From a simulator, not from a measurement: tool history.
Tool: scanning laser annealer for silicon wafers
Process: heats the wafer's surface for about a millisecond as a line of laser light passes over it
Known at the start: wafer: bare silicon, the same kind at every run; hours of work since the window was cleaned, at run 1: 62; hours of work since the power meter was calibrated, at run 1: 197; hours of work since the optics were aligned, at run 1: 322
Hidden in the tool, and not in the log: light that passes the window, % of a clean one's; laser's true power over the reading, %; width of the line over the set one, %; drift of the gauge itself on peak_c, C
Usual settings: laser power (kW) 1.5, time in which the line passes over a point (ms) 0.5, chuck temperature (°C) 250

| run | hour | laser power (kW) | time in which the line passes over a point (ms) | chuck temperature (°C) | hours of work since the window was cleaned | hours of work since the power meter was calibrated | hours of work since the optics were aligned | highest temperature of the surface (°C) |
|---|---|---|---|---|---|---|---|---|
| 1 | 0 | 1.5 | 0.5 | 250 | 62 | 197 | 322 | 1068 |
| 2 | 26.7 | 1.5 | 0.5 | 250 | 77 | 211 | 337 | 1063 |
| 3 | 71 | 1.5 | 0.5 | 250 | 101 | 235 | 361 | 1058 |
| 4 | 96.2 | 1.5 | 0.5 | 250 | 114 | 249 | 374 | 1060 |
| 5 | 133.8 | 1.5 | 0.5 | 250 | 135 | 270 | 395 | 1052 |
| 6 | 171.1 | 1.5 | 0.5 | 250 | 155 | 290 | 415 | 1051 |
| 7 | 203.7 | 1.5 | 0.5 | 250 | 173 | 307 | 433 | 1055 |
| 8 | 250.8 | 1.5 | 0.5 | 250 | 198 | 333 | 458 | 1048 |
| 9 | 286.2 | 1.5 | 0.5 | 250 | 217 | 352 | 477 | 1048 |
| 10 | 341.1 | 1.5 | 0.5 | 250 | 247 | 382 | 507 | 1042 |
| 11 | 383.2 | 1.5 | 0.5 | 250 | 270 | 405 | 530 | 1039 |
| 12 | 437.6 | 1.5 | 0.5 | 250 | 299 | 434 | 560 | 1032 |
| 13 | 491.3 | 1.5 | 0.5 | 250 | 329 | 463 | 589 | 1030 |
|  | 521.7 | window over the wafer cleaned |
| 14 | 538.7 | 1.5 | 0.5 | 250 | 9 | 488 | 613 | 1064 |
| 15 | 581.2 | 1.5 | 0.581 | 250 | 32 | 511 | 636 | 1137 |
| 16 | 627.2 | 1.5 | 0.581 | 250 | 57 | 536 | 661 | 1133 |
| 17 | 650.5 | 1.5 | 0.5 | 250 | 70 | 549 | 674 | 1059 |
| 18 | 692.1 | 1.365 | 0.5 | 246 | 92 | 571 | 696 | 973 |
| 19 | 745.9 | 1.282 | 0.384 | 215 | 122 | 601 | 726 | 798 |
| 20 | 778.2 | 1.354 | 0.599 | 264 | 139 | 618 | 743 | 1064 |
| 21 | 829 | 1.62 | 0.356 | 244 | 167 | 646 | 771 | 946 |

Run 22 comes next. What will it give?
| 22 | 853.7 | 1.305 | 0.356 | 244 | 180 | 659 | 784 | ? |

Run 22 gave highest temperature of the surface (°C) 803.
Without the tool's hidden state the same run would have given highest temperature of the surface (°C) 828.
